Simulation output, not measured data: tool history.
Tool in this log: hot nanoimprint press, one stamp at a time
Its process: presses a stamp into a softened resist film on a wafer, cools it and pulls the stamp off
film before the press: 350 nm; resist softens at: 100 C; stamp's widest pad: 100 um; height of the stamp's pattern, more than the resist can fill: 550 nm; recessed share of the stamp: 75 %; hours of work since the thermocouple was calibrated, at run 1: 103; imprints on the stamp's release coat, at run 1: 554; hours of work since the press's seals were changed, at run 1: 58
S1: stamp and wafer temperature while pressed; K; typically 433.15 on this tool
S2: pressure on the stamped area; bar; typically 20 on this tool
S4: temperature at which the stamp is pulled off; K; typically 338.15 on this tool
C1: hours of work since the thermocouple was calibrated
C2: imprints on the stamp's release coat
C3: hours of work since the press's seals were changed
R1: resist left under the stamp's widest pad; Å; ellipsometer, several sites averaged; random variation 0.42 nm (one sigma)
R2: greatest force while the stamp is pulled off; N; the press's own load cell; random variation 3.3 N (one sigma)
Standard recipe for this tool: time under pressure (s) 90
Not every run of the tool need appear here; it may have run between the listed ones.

{"run": 1, "hour": 0.0, "S1": 433.15, "S2": 20, "time under pressure (s)": 90, "S4": 338.15, "C1": 103, "C2": 554, "C3": 58, "R1": 1659, "R2": 195}
{"run": 2, "hour": 11.8, "S1": 433.15, "S2": 20, "time under pressure (s)": 90, "S4": 338.15, "C1": 109, "C2": 582, "C3": 64, "R1": 1667, "R2": 184}
{"run": 3, "hour": 17.4, "S1": 433.15, "S2": 20, "time under pressure (s)": 90, "S4": 338.15, "C1": 113, "C2": 595, "C3": 67, "R1": 1661, "R2": 203}
{"run": 4, "hour": 26.3, "S1": 433.15, "S2": 25.4, "time under pressure (s)": 90, "S4": 338.15, "C1": 118, "C2": 617, "C3": 72, "R1": 1456, "R2": 200}
{"run": 5, "hour": 36.6, "S1": 433.15, "S2": 25.4, "time under pressure (s)": 90, "S4": 338.15, "C1": 123, "C2": 642, "C3": 78, "R1": 1460, "R2": 207}
{"run": 6, "hour": 45.9, "S1": 434.15, "S2": 20, "time under pressure (s)": 90, "S4": 338.15, "C1": 129, "C2": 664, "C3": 83, "R1": 1616, "R2": 204}
{"run": 7, "hour": 51.5, "S1": 434.15, "S2": 20, "time under pressure (s)": 90, "S4": 338.15, "C1": 132, "C2": 677, "C3": 87, "R1": 1624, "R2": 202}
{"run": 8, "hour": 59.1, "S1": 434.15, "S2": 20, "time under pressure (s)": 90, "S4": 338.15, "C1": 136, "C2": 695, "C3": 91, "R1": 1622, "R2": 204}
{"run": 9, "hour": 69.7, "S1": 433.15, "S2": 20, "time under pressure (s)": 84, "S4": 338.15, "C1": 142, "C2": 721, "C3": 97, "R1": 1707, "R2": 205}
{"run": 10, "hour": 81.0, "S1": 434.15, "S2": 20, "time under pressure (s)": 90, "S4": 338.15, "C1": 148, "C2": 748, "C3": 103, "R1": 1616, "R2": 212}
{"run": 11, "hour": 90.7, "S1": 434.15, "S2": 20, "time under pressure (s)": 90, "S4": 338.15, "C1": 154, "C2": 771, "C3": 109, "R1": 1626, "R2": 207}
{"run": 12, "hour": 101.9, "S1": 434.15, "S2": 20, "time under pressure (s)": 90, "S4": 338.15, "C1": 160, "C2": 798, "C3": 115, "R1": 1632, "R2": 209}
{"run": 13, "hour": 107.0, "S1": 433.15, "S2": 20, "time under pressure (s)": 90, "S4": 338.15, "C1": 163, "C2": 810, "C3": 118, "R1": 1671, "R2": 215}
{"run": 14, "hour": 117.1, "S1": 433.15, "S2": 20, "time under pressure (s)": 90, "S4": 338.15, "C1": 169, "C2": 834, "C3": 123, "R1": 1675, "R2": 211}
{"run": 15, "hour": 124.5, "S1": 433.15, "S2": 20, "time under pressure (s)": 90, "S4": 338.15, "C1": 173, "C2": 852, "C3": 128, "R1": 1678, "R2": 208}
{"run": 16, "hour": 131.4, "S1": 433.15, "S2": 20, "time under pressure (s)": 90, "S4": 338.15, "C1": 177, "C2": 869, "C3": 131, "R1": 1682, "R2": 218}
{"run": 17, "hour": 139.9, "S1": 425.15, "S2": 12.4, "time under pressure (s)": 90, "S4": 338.15, "C1": 182, "C2": 889, "C3": 136, "R1": 2584, "R2": 213}
{"run": 18, "hour": 150.1, "S1": 425.15, "S2": 12.4, "time under pressure (s)": 90, "S4": 338.15, "C1": 187, "C2": 913, "C3": 142, "R1": 2584, "R2": 228}
{"run": 19, "hour": 158.3, "S1": 433.15, "S2": 20, "time under pressure (s)": 104, "S4": 338.15, "C1": 192, "C2": 933, "C3": 147, "R1": 1594, "R2": 220}
{"run": 20, "hour": 168.7, "S1": 433.15, "S2": 20, "time under pressure (s)": 104, "S4": 338.15, "C1": 198, "C2": 958, "C3": 152, "R1": 1605, "R2": 232}
{"run": 21, "hour": 179.5, "S1": 433.15, "S2": 23, "time under pressure (s)": 95, "S4": 338.15, "C1": 204, "C2": 984, "C3": 159, "R1": 1531, "R2": 228}
{"run": 22, "hour": 185.0, "S1": 421.15, "S2": 23, "time under pressure (s)": 95, "S4": 338.15, "C1": 207, "C2": 997, "C3": 162, "R1": 2202, "R2": 220}
{"run": 23, "hour": 191.2, "S1": 433.15, "S2": 15, "time under pressure (s)": 81, "S4": 338.15, "C1": 210, "C2": 1012, "C3": 165, "R1": 2009, "R2": 223}
{"run": 24, "hour": 196.6, "S1": 433.15, "S2": 15, "time under pressure (s)": 81, "S4": 338.15, "C1": 213, "C2": 1025, "C3": 168, "R1": 2018, "R2": 236}
{"run": 25, "hour": 204.8, "S1": 434.15, "S2": 20, "time under pressure (s)": 52, "S4": 338.15, "C1": 218, "C2": 1044, "C3": 173, "R1": 1926, "R2": 230}
{"run": 26, "hour": 216.8, "S1": 434.15, "S2": 20, "time under pressure (s)": 52, "S4": 338.15, "C1": 225, "C2": 1073, "C3": 179, "R1": 1930, "R2": 235}
{"run": 27, "hour": 228.5, "S1": 434.15, "S2": 20, "time under pressure (s)": 52, "S4": 338.15, "C1": 231, "C2": 1101, "C3": 186, "R1": 1941, "R2": 238}
{"hour": 242.3, "done": "stamp cleaned and given a new release coat"}
{"run": 28, "hour": 245.1, "S1": 436.15, "S2": 29.3, "time under pressure (s)": 81, "S4": 343.15, "C1": 237, "C2": 6, "C3": 192, "R1": 1277, "R2": 141}
{"run": 29, "hour": 255.1, "S1": 436.15, "S2": 29.3, "time under pressure (s)": 81, "S4": 343.15, "C1": 243, "C2": 30, "C3": 198, "R1": 1289, "R2": 142}

Some steps in R1, run to run, broken into two amounts with sign: the step expected even without the hidden condition (settings, incoming material, random variation), and the rest, left for the hidden condition together with whatever gauge scatter is not in both the measured and the hidden-condition-free result:
The hidden state here: true temperature over the reading, C; pressure that arrives at the usual setting, %; grip of the stamp's worn release coat, % over a new coat's; drift of the gauge itself on residual_nm, %; drift of the gauge itself on pull_off_n, %.
Run 16 -> 17: S1 433.15 -> 425.15, S2 20 -> 12.4. R1 +902 Å: hidden state +6, all else +896.
Run 18 -> 19: S1 425.15 -> 433.15, S2 12.4 -> 20, time under pressure (s) 90 -> 104. R1 -990 Å: hidden state -6, all else -984.
Run 21 -> 22: S1 433.15 -> 421.15. R1 +671 Å: hidden state +15, all else +656.
Run 27 -> 28: S1 434.15 -> 436.15, S2 20 -> 29.3, time under pressure (s) 52 -> 81, S4 338.15 -> 343.15, stamp cleaned and given a new release coat. R1 -664 Å: hidden state -10, all else -654.
